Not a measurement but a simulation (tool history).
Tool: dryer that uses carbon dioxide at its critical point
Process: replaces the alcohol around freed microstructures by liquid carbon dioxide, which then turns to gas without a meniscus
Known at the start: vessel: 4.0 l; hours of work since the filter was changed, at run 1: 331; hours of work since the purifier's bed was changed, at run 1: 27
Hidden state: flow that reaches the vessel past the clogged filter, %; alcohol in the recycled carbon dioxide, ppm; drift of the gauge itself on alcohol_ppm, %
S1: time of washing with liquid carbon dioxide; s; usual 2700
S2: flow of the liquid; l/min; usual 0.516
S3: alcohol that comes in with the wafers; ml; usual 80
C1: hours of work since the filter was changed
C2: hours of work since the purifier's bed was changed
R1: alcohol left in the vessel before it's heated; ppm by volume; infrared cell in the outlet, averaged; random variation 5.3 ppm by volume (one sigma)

run	hour	S1	S2	S3	C1	C2	R1
1	0.0	2700	0.516	80	331	27	211
2	12.7	2700	0.516	80	338	34	230
3	33.6	2700	0.516	80	350	46	223
4	43.9	2700	0.516	80	356	52	219
5	60.2	2700	0.516	80	365	61	233
6	70.9	2700	0.326	80	371	67	1166
7	92.7	2580	0.516	80	383	79	300
8	113.5	2580	0.516	80	395	91	291
9	134.5	2580	0.516	80	407	103	311
10	152.4	2580	0.516	80	417	113	313
11	169.9	2580	0.516	80	426	123	311
12	188.9	2580	0.516	80	437	133	325
13	206.4	1920	0.516	80	447	143	906
14	224.4	3900	0.516	80	457	153	58
15	238.0	3900	0.516	80	465	161	62
16	260.9	2700	0.338	80	477	174	1248
# hour 263.6: inlet filter changed
17	282.7	4200	0.516	80	11	185	22
18	293.4	4200	0.516	80	17	191	18
19	311.4	4200	0.516	80	27	201	25
20	329.3	2700	0.516	80	37	212	149
21	347.1	2700	0.516	80	47	222	148
22	368.0	3720	0.516	34	59	233	33
23	391.5	3720	0.516	34	72	246	34
24	404.0	2280	0.516	86	79	253	329
25	419.8	3780	0.730	81	88	262	30
26	442.4	2220	0.554	80	100	275	266
27	456.3	2220	0.554	80	108	283	272
28	470.5	2220	0.554	80	116	291	272
29	485.0	2220	0.554	80	124	299	284
30	496.4	2220	0.554	80	131	305	275
31	510.2	3240	0.316	53	138	313	380
32	527.4	3240	0.316	53	148	323	386
33	538.9	3240	0.316	53	154	329	388
34	558.0	3480	0.343	56	165	340	240
35	574.6	3480	0.343	56	174	349	252
36	594.5	2160	0.468	112	186	360	869
37	605.0	2760	0.477	112	192	366	324
38	615.1	2760	0.477	112	197	372	322
39	629.9	2280	0.516	26	206	380	133
40	641.1	2280	0.516	26	212	387	135

Forecast each of these 4 alternatives for the next run:
A	654.5	3960	0.353	80	219	394	?
B	654.5	2340	0.393	26	219	394	?
C	654.5	1800	0.586	86	219	394	?
D	654.5	3540	0.530	80	219	394	?

run	R1
A	198
B	316
C	617
D	58
Without the tool's hidden state the same runs would have given:
run	R1
A	112
B	219
C	418
D	19

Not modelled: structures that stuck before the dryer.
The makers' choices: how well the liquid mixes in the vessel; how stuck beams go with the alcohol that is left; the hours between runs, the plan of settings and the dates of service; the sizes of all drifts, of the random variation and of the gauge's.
